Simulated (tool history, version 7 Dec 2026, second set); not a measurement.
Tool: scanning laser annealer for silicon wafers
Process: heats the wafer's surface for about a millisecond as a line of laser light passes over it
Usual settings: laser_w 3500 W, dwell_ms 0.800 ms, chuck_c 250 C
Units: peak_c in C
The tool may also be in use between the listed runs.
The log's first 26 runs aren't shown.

run	hour	laser_w	dwell_ms	chuck_c	hours of work since the window was cleaned	hours of work since the power meter was calibrated	hours of work since the optics were aligned	peak_c
27	194.0	3001	0.729	234	489	291	28	823
28	199.8	3749	0.800	246	493	295	32	1048
29	205.5	3691	0.800	239	497	299	36	1028
30	215.0	3817	0.564	250	503	305	42	923
31	223.1	3023	0.800	250	508	310	47	875
32	230.4	3531	0.833	288	513	315	52	1056
33	237.8	3531	0.833	288	517	320	56	1051
34	246.2	3531	0.833	288	523	325	62	1050
35	251.8	3545	0.758	250	526	329	65	980
36	256.9	3500	0.800	262	530	332	69	1000
37	266.5	3003	0.642	264	536	338	75	812
38	273.2	3500	0.884	250	540	343	79	1030
39	278.3	3612	0.619	270	544	346	83	933
40	282.4	3612	0.619	270	546	348	85	932

3 ways to go on from here, each from the tool as it stands after run 40. What would each give?
A	289.1	3612	0.977	231	551	353	90	?
B	289.1	3115	0.735	266	551	353	90	?
C	289.1	3612	0.619	282	551	353	90	?

run	peak_c
A	1084
B	879
C	946
Without the tool's hidden state the same runs would have given:
run	peak_c
A	1132
B	914
C	983

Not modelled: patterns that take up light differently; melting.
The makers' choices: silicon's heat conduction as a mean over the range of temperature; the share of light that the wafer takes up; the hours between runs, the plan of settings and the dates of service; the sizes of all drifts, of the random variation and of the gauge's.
